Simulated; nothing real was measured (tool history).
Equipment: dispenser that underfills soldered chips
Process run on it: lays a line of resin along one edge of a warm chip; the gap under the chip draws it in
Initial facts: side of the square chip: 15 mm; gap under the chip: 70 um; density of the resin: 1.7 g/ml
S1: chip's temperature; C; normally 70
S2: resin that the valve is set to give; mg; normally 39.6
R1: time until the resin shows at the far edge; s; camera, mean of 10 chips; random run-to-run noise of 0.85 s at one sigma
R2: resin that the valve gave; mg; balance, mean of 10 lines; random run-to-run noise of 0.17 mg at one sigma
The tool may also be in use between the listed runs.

run,hour,S1,S2,R1,R2
1,0.0,70,39.6,98.0,36.52
2,4.8,70,39.6,135.0,36.48
# hour 7.4: new syringe of resin
3,13.8,70,39.6,123.4,36.06
# hour 18.4: new syringe of resin
4,19.2,71,39.6,82.0,35.92
5,24.8,70,39.6,123.0,35.99
# hour 29.6: new syringe of resin
6,30.9,70,39.6,89.1,35.59
# hour 35.8: dispensing valve cleaned and set on the balance
# hour 41.4: new syringe of resin
7,42.4,70,39.6,83.2,39.41
8,49.3,70,44.0,130.3,43.47
# hour 52.0: new syringe of resin
9,57.7,57,39.6,188.2,39.21
# hour 62.7: new syringe of resin
10,62.9,57,39.6,128.9,39.20
11,69.9,70,39.6,128.7,38.60
# hour 73.5: new syringe of resin
12,75.5,61,39.6,124.0,38.32
13,82.2,61,39.6,196.4,38.21
# hour 84.5: new syringe of resin
14,88.1,68,39.6,108.9,38.26
# hour 95.3: new syringe of resin
15,98.7,68,39.6,108.3,38.14
# hour 105.9: new syringe of resin
16,106.0,70,44.4,78.1,42.27
17,113.8,70,44.0,132.2,41.75
# hour 116.6: new syringe of resin
18,121.5,83,39.6,70.4,37.61
# hour 127.0: new syringe of resin
19,128.9,83,39.6,57.3,37.61
20,136.3,83,39.6,94.1,36.98
# hour 137.9: new syringe of resin
21,145.2,69,41.7,134.4,38.86
# hour 148.9: new syringe of resin
22,154.5,69,41.7,118.8,39.08
# hour 159.7: new syringe of resin
23,160.1,75,37.6,68.4,34.73
24,168.5,75,36.8,121.2,33.83
# hour 170.2: new syringe of resin
25,175.1,75,36.8,94.0,33.67
# hour 181.1: new syringe of resin
26,183.9,75,36.8,80.7,33.67
27,189.7,75,36.8,122.1,33.41
# hour 192.1: new syringe of resin
28,200.0,68,47.2,140.3,42.78
# hour 202.9: new syringe of resin
29,205.0,63,50.4,113.2,45.12
# hour 207.5: dispensing valve cleaned and set on the balance
# hour 214.4: new syringe of resin
30,216.6,63,50.4,113.2,50.61
# hour 225.4: new syringe of resin
31,225.6,57,51.2,124.2,50.78
32,234.6,78,44.1,109.3,43.34
# hour 236.4: new syringe of resin
33,241.9,82,44.1,74.0,43.64
# hour 247.6: new syringe of resin
34,247.6,82,44.1,49.9,43.01
35,252.5,82,44.1,71.0,43.27

Some steps in R1 between neighbouring runs. How much of each would the tool show without its hidden state too (settings, what came in, random variation), and how much is left for the hidden state, with any gauge scatter that isn't in both results?
Hidden state at play: resin's viscosity, % of fresh resin's; dose that the valve gives, % of what is set; true chip temperature over the reading, C; drift of the gauge itself on fill_s, %; drift of the gauge itself on given_mg, %.
Run 9 -> 10: new syringe of resin. R1 -59.3 s: hidden state -59.4, all else +0.1.
Run 12 -> 13: settings left as they were, no log entry in between. R1 +72.4 s: hidden state +72.6, all else -0.2.
Run 13 -> 14: S1 61 -> 68, new syringe of resin. R1 -87.5 s: hidden state -65.5, all else -22.0.
Run 17 -> 18: S1 70 -> 83, S2 44.0 -> 39.6, new syringe of resin. R1 -61.8 s: hidden state -35.2, all else -26.6.
